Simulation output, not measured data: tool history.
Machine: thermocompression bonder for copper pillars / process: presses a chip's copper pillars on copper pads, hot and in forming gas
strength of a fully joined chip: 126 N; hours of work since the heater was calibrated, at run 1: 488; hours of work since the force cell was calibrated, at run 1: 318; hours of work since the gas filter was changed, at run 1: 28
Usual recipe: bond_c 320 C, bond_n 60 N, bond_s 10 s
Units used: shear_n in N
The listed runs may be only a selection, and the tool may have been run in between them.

| run | hour | bond_c | bond_n | bond_s | hours of work since the heater was calibrated | hours of work since the force cell was calibrated | hours of work since the gas filter was changed | shear_n |
|---|---|---|---|---|---|---|---|---|
| 1 | 0.0 | 320 | 60 | 10 | 488 | 318 | 28 | 52.8 |
| 2 | 48.7 | 320 | 60 | 10 | 510 | 340 | 50 | 53.1 |
| 3 | 87.6 | 320 | 60 | 10 | 528 | 358 | 68 | 52.2 |
| 4 | 119.3 | 320 | 60 | 10 | 543 | 373 | 83 | 52.5 |
| 5 | 160.3 | 320 | 60 | 10 | 562 | 392 | 101 | 50.6 |
| 6 | 205.2 | 320 | 59 | 10 | 582 | 412 | 122 | 50.5 |
| 7 | 248.2 | 320 | 60 | 10 | 602 | 432 | 142 | 50.9 |
| 8 | 300.9 | 320 | 89 | 10 | 626 | 456 | 166 | 59.6 |
| 9 | 348.0 | 320 | 89 | 10 | 648 | 478 | 188 | 61.9 |
| 10 | 378.5 | 320 | 89 | 10 | 662 | 492 | 202 | 59.3 |
| 11 | 414.6 | 320 | 89 | 7 | 679 | 509 | 218 | 52.9 |
| 12 | 473.5 | 320 | 89 | 7 | 706 | 536 | 245 | 52.9 |
| 13 | 506.1 | 313 | 65 | 7 | 721 | 551 | 260 | 40.4 |
|  | 513.0 | heater calibrated with a thermocouple chip |
| 14 | 545.4 | 313 | 65 | 7 | 15 | 568 | 277 | 39.6 |
| 15 | 578.2 | 329 | 65 | 7 | 30 | 583 | 293 | 50.2 |
| 16 | 630.8 | 345 | 46 | 24 | 54 | 607 | 317 | 75.7 |
| 17 | 665.5 | 345 | 52 | 24 | 70 | 623 | 333 | 78.2 |
| 18 | 714.1 | 345 | 52 | 24 | 92 | 645 | 355 | 77.6 |
| 19 | 757.9 | 320 | 60 | 6 | 113 | 665 | 375 | 37.9 |

Branching from run 19: 5 alternative next runs. What would each branch give?
|  | 790.9 | heater calibrated with a thermocouple chip, once more |
|  | 791.4 | forming gas filter changed |
| A | 799.2 | 320 | 87 | 6 | 4 | 683 | 4 | ? |
|  | 790.9 | heater calibrated with a thermocouple chip, once more |
|  | 791.4 | forming gas filter changed |
| B | 799.2 | 291 | 60 | 10 | 4 | 683 | 4 | ? |
|  | 790.9 | heater calibrated with a thermocouple chip, once more |
|  | 791.4 | forming gas filter changed |
| C | 799.2 | 333 | 86 | 11 | 4 | 683 | 4 | ? |
|  | 790.9 | heater calibrated with a thermocouple chip, once more |
|  | 791.4 | forming gas filter changed |
| D | 799.2 | 320 | 45 | 6 | 4 | 683 | 4 | ? |
|  | 790.9 | heater calibrated with a thermocouple chip, once more |
|  | 791.4 | forming gas filter changed |
| E | 799.2 | 340 | 66 | 6 | 4 | 683 | 4 | ? |

| run | shear_n |
|---|---|
| A | 54.8 |
| B | 36.9 |
| C | 78.5 |
| D | 40.2 |
| E | 60.2 |
With the hidden condition removed and each run's random variation left untouched, the same runs would have given:
| run | shear_n |
|---|---|
| A | 54.9 |
| B | 37.0 |
| C | 78.7 |
| D | 40.4 |
| E | 60.4 |
